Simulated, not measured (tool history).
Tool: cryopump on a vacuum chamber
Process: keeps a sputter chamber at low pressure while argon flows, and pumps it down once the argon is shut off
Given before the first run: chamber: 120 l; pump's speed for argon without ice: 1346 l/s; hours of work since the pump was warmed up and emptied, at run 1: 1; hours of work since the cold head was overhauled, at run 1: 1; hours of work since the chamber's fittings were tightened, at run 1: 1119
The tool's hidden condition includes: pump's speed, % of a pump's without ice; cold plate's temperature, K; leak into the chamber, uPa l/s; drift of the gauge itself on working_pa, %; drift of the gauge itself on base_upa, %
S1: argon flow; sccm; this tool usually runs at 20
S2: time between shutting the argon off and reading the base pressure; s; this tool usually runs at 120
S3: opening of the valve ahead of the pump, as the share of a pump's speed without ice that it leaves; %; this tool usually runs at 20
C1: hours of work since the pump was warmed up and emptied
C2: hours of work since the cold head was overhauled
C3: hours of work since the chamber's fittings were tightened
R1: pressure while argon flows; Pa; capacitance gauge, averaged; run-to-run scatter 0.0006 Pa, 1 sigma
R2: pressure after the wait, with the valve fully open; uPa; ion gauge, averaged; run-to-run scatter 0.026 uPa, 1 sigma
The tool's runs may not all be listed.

run,day,S1,S2,S3,C1,C2,C3,R1,R2
1,0.000,20,120,20,1,1,1119,0.1250,2.59
2,1.233,20,120,20,19,19,1138,0.1264,2.69
3,2.304,20,120,20,35,35,1154,0.1272,2.73
4,3.604,20,120,20,55,55,1173,0.1254,2.67
5,4.129,20,120,20,63,63,1181,0.1261,2.71
6,4.942,20,120,20,75,75,1193,0.1251,2.70
7,6.071,9,120,20,91,91,1210,0.0569,2.87
8,7.071,9,120,20,106,106,1225,0.0572,2.83
9,7.979,9,120,20,120,120,1238,0.0565,2.89
10,9.088,9,120,20,136,136,1255,0.0572,2.89
11,10.079,20,120,20,151,151,1269,0.1277,2.89
12,10.667,20,120,20,160,160,1278,0.1282,2.88
13,11.767,20,202,20,176,176,1295,0.1282,2.58
14,12.671,20,202,20,190,190,1308,0.1273,2.76
15,13.629,20,202,20,204,204,1322,0.1285,2.71
16,14.317,20,100,20,214,214,1332,0.1301,3.21
17,15.262,20,100,20,228,228,1347,0.1281,3.21
18,16.471,36,93,24,246,246,1365,0.1939,3.50
19,17.742,36,93,24,265,265,1384,0.1957,3.46
20,18.946,36,93,24,283,283,1401,0.1959,3.43
21,20.067,36,93,24,300,300,1418,0.1941,3.58
22,21.067,20,54,38,315,315,1433,0.0707,4.53
23,22.038,20,54,38,329,329,1447,0.0713,4.42
24,23.329,20,189,38,348,348,1467,0.0709,3.13
25,23.962,19,255,32,358,358,1476,0.0791,2.98
26,24.796,20,51,28,370,370,1489,0.0950,4.83
27,25.467,11,129,52,380,380,1499,0.0289,3.46
# day 26.204: leaking fittings of the chamber tightened, without venting
28,26.417,11,129,52,393,393,3,0.0292,1.12
29,26.996,8,58,55,402,402,12,0.0210,2.15
30,27.538,20,28,19,410,410,20,0.1380,4.05
31,28.533,38,120,35,425,425,35,0.1479,1.28
32,29.808,37,272,43,444,444,54,0.1200,0.74
33,30.408,37,272,43,453,453,63,0.1203,0.77

Forecast each of these 3 alternatives for the next run:
A,31.012,38,188,20,461,461,72,?,?
B,31.012,32,272,43,461,461,72,?,?
C,31.012,37,21,24,461,461,72,?,?

run,R1,R2
A,0.2506,0.99
B,0.1037,0.80
C,0.2048,5.45
With the hidden condition removed and each run's random variation left untouched, the same runs would have given:
run,R1,R2
A,0.2378,0.79
B,0.0929,0.60
C,0.1924,5.26

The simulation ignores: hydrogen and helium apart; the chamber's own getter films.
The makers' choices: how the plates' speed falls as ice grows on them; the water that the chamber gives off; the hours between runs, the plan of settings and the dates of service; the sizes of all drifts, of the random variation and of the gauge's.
